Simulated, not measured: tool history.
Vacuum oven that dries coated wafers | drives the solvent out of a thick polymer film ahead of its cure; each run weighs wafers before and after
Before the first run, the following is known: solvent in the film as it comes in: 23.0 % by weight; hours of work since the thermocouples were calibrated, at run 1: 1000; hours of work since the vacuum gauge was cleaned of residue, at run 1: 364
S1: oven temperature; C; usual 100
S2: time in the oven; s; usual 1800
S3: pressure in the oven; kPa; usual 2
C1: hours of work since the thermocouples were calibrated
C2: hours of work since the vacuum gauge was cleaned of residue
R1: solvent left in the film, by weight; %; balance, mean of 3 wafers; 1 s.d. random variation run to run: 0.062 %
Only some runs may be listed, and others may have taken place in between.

{"run": 1, "day": 0.0, "S1": 100, "S2": 1800, "S3": 2, "C1": 1000, "C2": 364, "R1": 3.65}
{"run": 2, "day": 1.458, "S1": 100, "S2": 1800, "S3": 6.31, "C1": 1016, "C2": 380, "R1": 4.67}
{"run": 3, "day": 2.967, "S1": 105, "S2": 1800, "S3": 6.31, "C1": 1032, "C2": 396, "R1": 3.13}
{"run": 4, "day": 4.038, "S1": 100, "S2": 2100, "S3": 2, "C1": 1043, "C2": 407, "R1": 2.88}
{"run": 5, "day": 5.042, "S1": 97, "S2": 1800, "S3": 2, "C1": 1054, "C2": 418, "R1": 4.6}
{"run": 6, "day": 6.075, "S1": 97, "S2": 1800, "S3": 2, "C1": 1065, "C2": 429, "R1": 4.6}
{"run": 7, "day": 7.596, "S1": 88, "S2": 1800, "S3": 2, "C1": 1081, "C2": 445, "R1": 7.95}
{"run": 8, "day": 8.958, "S1": 88, "S2": 1800, "S3": 2, "C1": 1095, "C2": 459, "R1": 8}
{"run": 9, "day": 9.862, "S1": 88, "S2": 1800, "S3": 2, "C1": 1105, "C2": 469, "R1": 7.9}
{"run": 10, "day": 10.992, "S1": 88, "S2": 1800, "S3": 2, "C1": 1117, "C2": 481, "R1": 7.94}
{"run": 11, "day": 12.025, "S1": 98, "S2": 1800, "S3": 2, "C1": 1128, "C2": 492, "R1": 4.24}
{"run": 12, "day": 13.221, "S1": 98, "S2": 1800, "S3": 2, "C1": 1140, "C2": 504, "R1": 4.47}
{"run": 13, "day": 14.012, "S1": 98, "S2": 1800, "S3": 2, "C1": 1149, "C2": 513, "R1": 4.23}
{"run": 14, "day": 15.171, "S1": 102, "S2": 1800, "S3": 2, "C1": 1161, "C2": 525, "R1": 3.06}
{"run": 15, "day": 16.133, "S1": 102, "S2": 1800, "S3": 2, "C1": 1171, "C2": 535, "R1": 3.11}
{"run": 16, "day": 16.825, "S1": 102, "S2": 1800, "S3": 2, "C1": 1179, "C2": 542, "R1": 3.12}
{"run": 17, "day": 18.221, "S1": 102, "S2": 1800, "S3": 2, "C1": 1193, "C2": 557, "R1": 3.05}
{"run": 18, "day": 19.012, "S1": 102, "S2": 1800, "S3": 2, "C1": 1202, "C2": 565, "R1": 3.07}
{"run": 19, "day": 20.062, "S1": 102, "S2": 1800, "S3": 2, "C1": 1213, "C2": 577, "R1": 3}
{"run": 20, "day": 21.012, "S1": 100, "S2": 1800, "S3": 2, "C1": 1223, "C2": 587, "R1": 3.64}
{"run": 21, "day": 22.383, "S1": 100, "S2": 1800, "S3": 2, "C1": 1237, "C2": 601, "R1": 3.72}
{"day": 23.229, "done": "oven's thermocouples calibrated"}
{"run": 22, "day": 23.692, "S1": 100, "S2": 1800, "S3": 2, "C1": 5, "C2": 614, "R1": 3.6}
{"run": 23, "day": 24.821, "S1": 100, "S2": 1800, "S3": 2, "C1": 17, "C2": 626, "R1": 3.63}
{"run": 24, "day": 25.846, "S1": 85, "S2": 1140, "S3": 6.62, "C1": 28, "C2": 637, "R1": 12.89}
{"run": 25, "day": 27.325, "S1": 101, "S2": 1140, "S3": 2.61, "C1": 43, "C2": 653, "R1": 6.12}
{"run": 26, "day": 28.779, "S1": 93, "S2": 1560, "S3": 2.25, "C1": 59, "C2": 668, "R1": 7.03}
{"run": 27, "day": 30.025, "S1": 93, "S2": 1560, "S3": 2.25, "C1": 72, "C2": 681, "R1": 7.05}
{"run": 28, "day": 31.271, "S1": 93, "S2": 1560, "S3": 2.25, "C1": 85, "C2": 694, "R1": 7.06}
{"run": 29, "day": 32.438, "S1": 93, "S2": 1560, "S3": 2.25, "C1": 97, "C2": 707, "R1": 7.06}
{"run": 30, "day": 33.683, "S1": 96, "S2": 2880, "S3": 2, "C1": 111, "C2": 720, "R1": 2.33}
{"run": 31, "day": 34.638, "S1": 85, "S2": 1500, "S3": 1.52, "C1": 121, "C2": 730, "R1": 10.14}
{"run": 32, "day": 35.642, "S1": 85, "S2": 1500, "S3": 6.27, "C1": 131, "C2": 741, "R1": 11.44}
{"run": 33, "day": 36.792, "S1": 85, "S2": 1500, "S3": 6.27, "C1": 144, "C2": 753, "R1": 11.21}

What does the tool deliver on the next run?
{"run": 34, "day": 37.442, "S1": 85, "S2": 1500, "S3": 6.27, "C1": 150, "C2": 760, "R1": "?"}

Logged for run 34: R1 11.19 %.
Minus the tool's unlogged condition, the same run would have read R1 11.19 %.
